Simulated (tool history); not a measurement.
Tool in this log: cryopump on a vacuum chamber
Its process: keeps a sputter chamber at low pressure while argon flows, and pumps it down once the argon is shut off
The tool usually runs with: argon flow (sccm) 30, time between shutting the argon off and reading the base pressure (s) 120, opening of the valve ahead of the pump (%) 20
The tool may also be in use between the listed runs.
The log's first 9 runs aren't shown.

run,hour,argon flow (sccm),time between shutting the argon off and reading the base pressure (s),opening of the valve ahead of the pump (%),pressure while argon flows (Pa),pressure after the wait (uPa)
10,413.3,30,120,20,0.1152,1.83
# hour 459.9: pump warmed up, emptied and cooled again
11,485.4,30,120,23,0.0975,1.65
12,553.6,30,120,23,0.0975,1.67
13,596,30,120,23,0.098,1.76
14,669.2,30,120,23,0.0985,1.79
15,704.2,30,120,23,0.0995,1.8
16,760.7,30,120,57,0.0418,1.87
17,819.3,30,120,20,0.1142,1.86
18,859.4,24,280,26,0.0715,1.64
# hour 887.5: leaking fittings of the chamber tightened, without venting
19,920.8,24,280,26,0.0714,0.35
# hour 975.6: pump warmed up, emptied and cooled again
20,980.5,30,159,20,0.112,0.48
21,1045.2,27,159,22,0.0921,0.5
22,1092.9,27,159,22,0.0934,0.51
23,1162.7,27,159,22,0.0933,0.51
24,1210.8,19,180,18,0.0797,0.52
25,1286.4,15,179,18,0.0632,0.59
26,1359.6,39,120,20,0.1502,0.71
27,1433.6,15,108,46,0.0268,0.8
28,1473,17,23,30,0.046,2.44
# hour 1488.1: pump warmed up, emptied and cooled again
29,1513.1,17,23,30,0.0428,2.42
30,1571.9,17,23,30,0.0428,2.51
31,1629,17,23,30,0.043,2.46
32,1702,20,120,20,0.0759,0.79
33,1755.4,39,120,20,0.148,0.83

Consider 4 possible next runs. They are alternatives, not a sequence: every one starts from the tool as it was left by run 33. What does each give?
A,1818.6,55,59,34,?,?
B,1818.6,30,35,20,?,?
C,1818.6,26,79,26,?,?
D,1818.6,22,225,19,?,?

run,pressure while argon flows (Pa),pressure after the wait (uPa)
A,0.1266,1.27
B,0.1147,1.8
C,0.0767,1.05
D,0.0884,0.65
What these runs would have given with no unlogged condition in the tool:
run,pressure while argon flows (Pa),pressure after the wait (uPa)
A,0.1201,0.98
B,0.1112,1.51
C,0.0736,0.74
D,0.0858,0.35
